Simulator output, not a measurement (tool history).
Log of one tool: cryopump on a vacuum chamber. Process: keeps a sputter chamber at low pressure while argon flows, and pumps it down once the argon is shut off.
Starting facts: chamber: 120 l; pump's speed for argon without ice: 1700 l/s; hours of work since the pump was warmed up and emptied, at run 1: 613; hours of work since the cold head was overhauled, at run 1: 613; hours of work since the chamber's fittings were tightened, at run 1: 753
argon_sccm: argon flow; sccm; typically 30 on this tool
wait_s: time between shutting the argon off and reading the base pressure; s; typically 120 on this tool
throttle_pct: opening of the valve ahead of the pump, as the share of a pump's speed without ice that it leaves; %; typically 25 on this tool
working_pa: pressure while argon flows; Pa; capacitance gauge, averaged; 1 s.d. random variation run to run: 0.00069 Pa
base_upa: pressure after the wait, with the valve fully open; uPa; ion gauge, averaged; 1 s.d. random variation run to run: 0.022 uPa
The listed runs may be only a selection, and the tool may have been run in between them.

run    hour  argon_sccm  wait_s  throttle_pct  hours of work since the pump was warmed up and emptied  hours of work since the cold head was overhauled  hours of work since the chamber's fittings were tightened  working_pa  base_upa
  1       0          30     120            25                                                     613                                               613                                                        753      0.1223      1.23
  2    92.1          30     269            25                                                     690                                               690                                                        831      0.1236      1.06
  3   182.5          30     120            53                                                     767                                               767                                                        907      0.0611      1.36
  4   243.1          30     120            25                                                     818                                               818                                                        958      0.1253      1.41
  5   335.8          30      21            25                                                     896                                               896                                                       1036      0.1252      3.82
      358.7  -- pump warmed up, emptied and cooled again
  6   408.5          32     120            25                                                      42                                               953                                                       1093      0.1287      1.31
  7   489.4          32     120            25                                                     110                                              1021                                                       1162      0.1288      1.43
  8   569.7          32     120            25                                                     178                                              1089                                                       1229      0.1302      1.48
  9     672          32     120            25                                                     264                                              1175                                                       1315      0.1287      1.51
 10   785.6          32     120            25                                                     360                                              1271                                                       1411      0.1306      1.62
 11   855.3          32     120            25                                                     419                                              1329                                                       1470      0.1312      1.68
 12     979          30     185            25                                                     523                                              1434                                                       1574      0.1225       1.6
 13    1053          30     185            25                                                     585                                              1496                                                       1637      0.1237      1.66
 14  1177.3          26     120            25                                                     690                                              1601                                                       1741      0.1069      1.97
 15  1291.7          30     120            24                                                     786                                              1697                                                       1838      0.1297      2.12
 16  1385.5          30     184            24                                                     865                                              1776                                                       1917      0.1307      1.95
     1439.5  -- pump warmed up, emptied and cooled again
 17  1513.5          30     184            24                                                      62                                              1880                                                       2020      0.1252      1.76
 18  1582.8          32     184            24                                                     121                                              1938                                                       2079      0.1334      1.82
 19  1663.2          32     184            24                                                     189                                              2006                                                       2147      0.1344      1.98
 20  1717.9          34     184            24                                                     235                                              2052                                                       2193      0.1433      1.98
 21  1818.7          34     255            24                                                     320                                              2137                                                       2278      0.1427         2
 22    1935          30     120            26                                                     418                                              2235                                                       2376      0.1179      2.33
 23  2015.8          30     120            20                                                     486                                              2303                                                       2444      0.1542       2.4
 24  2135.2          30     120            20                                                     586                                              2404                                                       2545      0.1547      2.43
 25  2239.4          23      32            32                                                     674                                              2492                                                       2632      0.0755      3.94
 26    2304          27     128            17                                                     729                                              2546                                                       2687      0.1633      2.58
 27  2386.5          27     128            17                                                     798                                              2616                                                       2756      0.1637      2.66
 28  2494.7          23      22            45                                                     889                                              2707                                                       2847      0.0557      5.02
     2524.7  -- pump warmed up, emptied and cooled again
 29  2596.5          32      22            39                                                      61                                              2789                                                       2929      0.0837      4.84
 30    2669          30     174            25                                                     122                                              2850                                                       2990      0.1229      2.51
 31  2743.4          47     120            24                                                     184                                              2912                                                       3053      0.1968      2.68
     2771.5  -- leaking fittings of the chamber tightened, without venting
 32  2867.1          51     120            28                                                     287                                              3015                                                         81      0.1851      0.73
 33  2921.9          21      82            36                                                     333                                              3061                                                        127      0.0603      1.02
 34  2997.2          25     219            25                                                     397                                              3125                                                        190      0.1022       0.6

Predict each of these 4 candidate next runs independently; none follows another, all start after run 34:
  A  3098.4          25      91            23                                                     482                                              3210                                                        276           ?         ?
  B  3098.4          12     171            25                                                     482                                              3210                                                        276           ?         ?
  C  3098.4          25     219            28                                                     482                                              3210                                                        276           ?         ?
  D  3098.4          48     234            25                                                     482                                              3210                                                        276           ?         ?

run  working_pa  base_upa
  A      0.1117      1.08
  B      0.0498      0.73
  C      0.0917       0.7
  D       0.199      0.69
Without the tool's hidden state the same runs would have given:
run  working_pa  base_upa
  A      0.1083      0.85
  B      0.0482      0.51
  C      0.0884      0.48
  D      0.1925      0.47

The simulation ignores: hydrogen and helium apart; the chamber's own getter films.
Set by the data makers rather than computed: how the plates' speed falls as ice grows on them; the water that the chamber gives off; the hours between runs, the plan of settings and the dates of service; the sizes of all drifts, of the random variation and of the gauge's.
